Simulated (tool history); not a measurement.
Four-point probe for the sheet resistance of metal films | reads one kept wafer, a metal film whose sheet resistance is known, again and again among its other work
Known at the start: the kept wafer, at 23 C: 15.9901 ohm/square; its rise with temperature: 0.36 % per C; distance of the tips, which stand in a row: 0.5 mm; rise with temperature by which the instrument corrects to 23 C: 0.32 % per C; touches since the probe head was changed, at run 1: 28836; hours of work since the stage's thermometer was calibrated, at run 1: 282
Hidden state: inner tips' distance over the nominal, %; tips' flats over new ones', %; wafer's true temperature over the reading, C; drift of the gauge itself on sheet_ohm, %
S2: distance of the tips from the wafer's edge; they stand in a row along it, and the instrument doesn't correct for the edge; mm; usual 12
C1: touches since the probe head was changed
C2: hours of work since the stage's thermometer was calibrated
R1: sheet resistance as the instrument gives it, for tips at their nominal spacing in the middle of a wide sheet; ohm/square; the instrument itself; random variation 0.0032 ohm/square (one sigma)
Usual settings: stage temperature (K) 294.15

Run 1, hour 0: usual settings; C1 28836; C2 282. Result: R1 15.892178 ohm/square.
Run 2, hour 8.8: usual settings but S2 4 mm; C1 29415; C2 288. Result: R1 16.014316 ohm/square.
Run 3, hour 19.9: usual settings but S2 8 mm; C1 30147; C2 297. Result: R1 15.907876 ohm/square.
Run 4, hour 35: usual settings but S2 8 mm; C1 31140; C2 308. Result: R1 15.905285 ohm/square.
Run 5, hour 47.7: usual settings but stage temperature (K) 304.15; C1 31977; C2 318. Result: R1 15.959334 ohm/square.
Run 6, hour 59.4: usual settings but stage temperature (K) 304.15; C1 32752; C2 327. Result: R1 15.957586 ohm/square.
Run 7, hour 71.5: usual settings but stage temperature (K) 300.15; C1 33551; C2 336. Result: R1 15.938742 ohm/square.
Run 8, hour 78.6: usual settings but stage temperature (K) 300.15; C1 34014; C2 341. Result: R1 15.926131 ohm/square.
Run 9, hour 90.9: usual settings but stage temperature (K) 302.15; C1 34829; C2 350. Result: R1 15.950507 ohm/square.
Run 10, hour 103.7: usual settings but stage temperature (K) 302.15; C1 35670; C2 360. Result: R1 15.952111 ohm/square.
Run 11, hour 111.5: usual settings but stage temperature (K) 302.15; C1 36183; C2 366. Result: R1 15.951511 ohm/square.
At hour 113.2: stage's thermometer calibrated.
Run 12, hour 125.1: usual settings but stage temperature (K) 302.15; C1 37048; C2 9. Result: R1 15.951154 ohm/square.
Run 13, hour 135: usual settings; C1 37702; C2 17. Result: R1 15.885926 ohm/square.
At hour 147.5: stage's thermometer calibrated, once more.
Run 14, hour 149.9: usual settings; C1 38652; C2 2. Result: R1 15.877841 ohm/square.
Run 15, hour 164.3: usual settings; C1 39598; C2 13. Result: R1 15.879486 ohm/square.
Run 16, hour 171.3: usual settings; C1 40060; C2 18. Result: R1 15.880594 ohm/square.
Run 17, hour 184.7: usual settings but stage temperature (K) 305.15, S2 6 mm; C1 40942; C2 28. Result: R1 16.005474 ohm/square.
Run 18, hour 195.9: usual settings but S2 14 mm; C1 41681; C2 37. Result: R1 15.87513 ohm/square.
Run 19, hour 205.4: usual settings but stage temperature (K) 293.15, S2 6 mm; C1 42306; C2 44. Result: R1 15.909266 ohm/square.
Run 20, hour 214.7: usual settings but stage temperature (K) 301.15, S2 4 mm; C1 42916; C2 51. Result: R1 16.051691 ohm/square.
Run 21, hour 222.9: usual settings but stage temperature (K) 307.15, S2 3 mm; C1 43457; C2 57. Result: R1 16.197429 ohm/square.
Run 22, hour 234.3: usual settings but S2 5 mm; C1 44212; C2 66. Result: R1 15.953155 ohm/square.
Run 23, hour 243.1: usual settings but stage temperature (K) 308.15; C1 44789; C2 72. Result: R1 15.985883 ohm/square.
Run 24, hour 256.6: usual settings but stage temperature (K) 308.15; C1 45677; C2 83. Result: R1 15.976097 ohm/square.
Run 25, hour 267.7: usual settings but stage temperature (K) 308.15; C1 46410; C2 91. Result: R1 15.976864 ohm/square.
Run 26, hour 282.3: usual settings but stage temperature (K) 298.15, S2 19 mm; C1 47371; C2 102. Result: R1 15.899552 ohm/square.
Run 27, hour 294.1: usual settings but S2 6 mm; C1 48153; C2 111. Result: R1 15.920799 ohm/square.
Run 28, hour 307.3: usual settings but S2 6 mm; C1 49020; C2 121. Result: R1 15.91697 ohm/square.
Run 29, hour 316.5: usual settings but stage temperature (K) 304.15, S2 54 mm; C1 49626; C2 128. Result: R1 15.932269 ohm/square.
Run 30, hour 329.4: usual settings but stage temperature (K) 304.15, S2 54 mm; C1 50480; C2 138. Result: R1 15.930126 ohm/square.
Run 31, hour 336.1: usual settings but stage temperature (K) 299.15, S2 72 mm; C1 50921; C2 143. Result: R1 15.896331 ohm/square.
Run 32, hour 343.6: usual settings but stage temperature (K) 299.15, S2 72 mm; C1 51411; C2 148. Result: R1 15.894541 ohm/square.

3 ways to go on from here, each from the tool as it stands after run 32. What would each give?
Run A, hour 350.1: usual settings but stage temperature (K) 295.15, S2 14 mm; C1 51840; C2 153. Result: R1 ?.
Run B, hour 350.1: usual settings but stage temperature (K) 299.15, S2 61 mm; C1 51840; C2 153. Result: R1 ?.
Run C, hour 350.1: usual settings but stage temperature (K) 299.15, S2 6 mm; C1 51840; C2 153. Result: R1 ?.

run         R1
  A   15.87467
  B  15.892957
  C  15.957224
Without the tool's hidden state the same runs would have given:
run         R1
  A  15.990789
  B  16.009164
  C  16.073869
